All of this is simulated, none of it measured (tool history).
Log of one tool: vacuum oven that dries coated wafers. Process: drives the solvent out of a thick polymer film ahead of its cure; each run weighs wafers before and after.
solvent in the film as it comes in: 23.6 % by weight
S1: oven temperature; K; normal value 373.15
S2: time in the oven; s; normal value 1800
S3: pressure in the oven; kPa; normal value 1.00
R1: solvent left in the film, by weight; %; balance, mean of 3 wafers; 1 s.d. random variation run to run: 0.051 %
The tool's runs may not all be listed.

| run | day | S1 | S2 | S3 | R1 |
|---|---|---|---|---|---|
| 1 | 0.000 | 373.15 | 1800 | 1.00 | 4.61 |
| 2 | 3.517 | 373.15 | 1800 | 1.00 | 4.73 |
| 3 | 7.496 | 373.15 | 1800 | 1.00 | 4.71 |
| 4 | 10.062 | 373.15 | 1800 | 1.00 | 4.76 |
| 5 | 12.488 | 373.15 | 1800 | 1.00 | 4.88 |
| 6 | 16.846 | 373.15 | 1800 | 1.00 | 4.81 |
| 7 | 20.992 | 373.15 | 1800 | 1.00 | 4.85 |
| 8 | 25.683 | 373.15 | 1800 | 1.00 | 4.81 |
| 9 | 27.750 | 384.15 | 1800 | 1.00 | 1.62 |
| 10 | 31.400 | 384.15 | 1800 | 2.42 | 1.86 |
| 11 | 34.271 | 373.15 | 1800 | 2.42 | 5.22 |
| 12 | 38.558 | 373.15 | 1800 | 1.37 | 4.92 |
| 13 | 40.912 | 377.15 | 1800 | 1.00 | 3.47 |
| 14 | 43.054 | 377.15 | 1800 | 1.00 | 3.45 |
| 15 | 46.133 | 377.15 | 1800 | 1.00 | 3.38 |
| 16 | 48.896 | 373.15 | 1800 | 1.00 | 4.81 |
| 17 | 52.829 | 373.15 | 1800 | 1.00 | 4.88 |
| 18 | 56.921 | 386.15 | 2280 | 1.08 | 0.85 |
| 19 | 60.204 | 374.15 | 2100 | 0.91 | 3.67 |
| 20 | 62.567 | 381.15 | 1800 | 0.59 | 2.27 |
| 21 | 66.604 | 380.15 | 1800 | 3.86 | 3.32 |
| 22 | 69.996 | 380.15 | 1800 | 3.86 | 3.34 |
| 23 | 72.138 | 378.15 | 1800 | 2.29 | 3.57 |
| 24 | 75.158 | 378.15 | 2940 | 1.23 | 1.38 |
| 25 | 77.850 | 378.15 | 2940 | 1.23 | 1.45 |
| 26 | 82.150 | 364.15 | 1800 | 1.25 | 9.10 |
| 27 | 84.429 | 362.15 | 900 | 2.82 | 13.97 |
| 28 | 87.379 | 385.15 | 2880 | 1.31 | 0.65 |
| 29 | 89.542 | 358.15 | 1680 | 0.60 | 11.45 |
| 30 | 91.883 | 358.15 | 1680 | 2.28 | 12.15 |
| 31 | 94.817 | 358.15 | 2340 | 3.87 | 10.44 |
| 32 | 96.812 | 358.15 | 2520 | 2.04 | 9.42 |
| 33 | 100.350 | 358.15 | 2520 | 2.04 | 9.19 |

Taken out of this log: 4 entries between the listed runs. Where each belongs, and how the hidden state differs across it:
In the gap between runs 4 and 5: oven's thermocouples calibrated (day 12.279)
  true wafer temperature over the reading, C: -0.48 -> -0.76; true pressure over the reading, kPa: 0.388 -> 0.399
  the result without the hidden state subtracted from the measured one, R1: +0.30 -> +0.40 %
In the gap between runs 9 and 10: oven's thermocouples calibrated, once more (day 31.400)
  true wafer temperature over the reading, C: -1 -> -0.62; true pressure over the reading, kPa: 0.469 -> 0.486
  the result without the hidden state subtracted from the measured one, R1: +0.30 -> +0.23 %
In the gap between runs 26 and 27: oven's thermocouples calibrated (day 84.058)
  true wafer temperature over the reading, C: -1.39 -> -0.37; true pressure over the reading, kPa: 0.717 -> 0.726
  the result without the hidden state subtracted from the measured one, R1: +0.83 -> +0.29 %
In the gap between runs 32 and 33: vacuum gauge cleaned of residue and calibrated (day 100.017)
  true wafer temperature over the reading, C: -0.55 -> -0.61; true pressure over the reading, kPa: 0.784 -> 0.012
  the result without the hidden state subtracted from the measured one, R1: +0.56 -> +0.28 %
